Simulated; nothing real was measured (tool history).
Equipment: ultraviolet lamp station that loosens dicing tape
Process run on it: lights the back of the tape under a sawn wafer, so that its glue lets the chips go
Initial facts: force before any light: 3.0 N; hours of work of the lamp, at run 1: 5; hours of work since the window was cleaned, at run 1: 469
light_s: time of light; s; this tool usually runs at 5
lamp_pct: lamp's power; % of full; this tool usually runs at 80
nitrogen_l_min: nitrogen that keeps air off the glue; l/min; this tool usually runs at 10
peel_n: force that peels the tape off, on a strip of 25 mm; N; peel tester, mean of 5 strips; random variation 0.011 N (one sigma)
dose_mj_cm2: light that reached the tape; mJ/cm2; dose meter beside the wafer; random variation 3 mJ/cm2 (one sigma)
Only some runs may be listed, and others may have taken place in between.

run	hour	light_s	lamp_pct	nitrogen_l_min	hours of work of the lamp	hours of work since the window was cleaned	peel_n	dose_mj_cm2
1	0	5	80	10	5	469	0.556	407
2	15.3	7	80	10	16	480	0.356	571
3	33.3	5	80	10	30	494	0.558	401
4	46.9	5	80	10	40	504	0.564	400
5	56.2	5	80	10	47	511	0.563	401
6	64.7	5	80	10	53	517	0.547	391
7	76.2	5	80	10	62	526	0.557	392
8	95.2	5	80	10	76	540	0.569	388
9	114.2	5	80	10	90	554	0.572	386
10	132.6	5	80	10	104	568	0.601	386
11	141.7	5	80	10	111	575	0.562	381
12	160.5	5	80	6	125	589	0.672	383
13	174.3	5	80	6	135	599	0.705	379
14	189.1	5	80	6	146	610	0.704	374
# hour 196.5: window cleaned of glue's vapour
15	204.3	5	80	10	157	6	0.539	420
16	220.8	5	80	10	170	18	0.516	418
17	231	5	80	10	177	26	0.559	412
18	246.6	8	80	10	189	37	0.331	655
19	256.4	5	80	10	196	45	0.525	414
20	267.5	4	80	10	205	53	0.717	325
21	281	4	80	10	215	63	0.684	328
22	299.8	4	80	10	229	77	0.704	320
23	315.7	4	79	7	241	89	0.809	316
24	331.8	3	64	9	253	101	1.235	187
25	343	3	64	9	261	110	1.278	190
26	355.8	9	77	7	271	119	0.334	678
27	364.6	6	62	4	277	126	0.819	362
28	381.3	6	62	4	290	138	0.901	363
29	395.5	6	62	4	300	149	0.866	358
30	408.6	6	62	4	310	159	0.879	358
31	424.3	8	80	4	322	170	0.459	609
32	435.5	4	80	12	330	179	0.721	307
33	446.3	5	66	13	338	187	0.698	309
34	464	5	66	13	352	200	0.697	312
35	478.5	5	69	15	362	211	0.64	324
36	496.9	3	60	8	376	225	1.435	165
37	510	3	70	11	386	235	1.202	194

Forecast run 38:
38	525.3	4	67	4	397	246	?	?

{"run 38": {"peel_n": 1.234, "dose_mj_cm2": 247}}
Minus the tool's unlogged condition, the same run would have read peel_n 1.021 N, dose_mj_cm2 304 mJ/cm2.

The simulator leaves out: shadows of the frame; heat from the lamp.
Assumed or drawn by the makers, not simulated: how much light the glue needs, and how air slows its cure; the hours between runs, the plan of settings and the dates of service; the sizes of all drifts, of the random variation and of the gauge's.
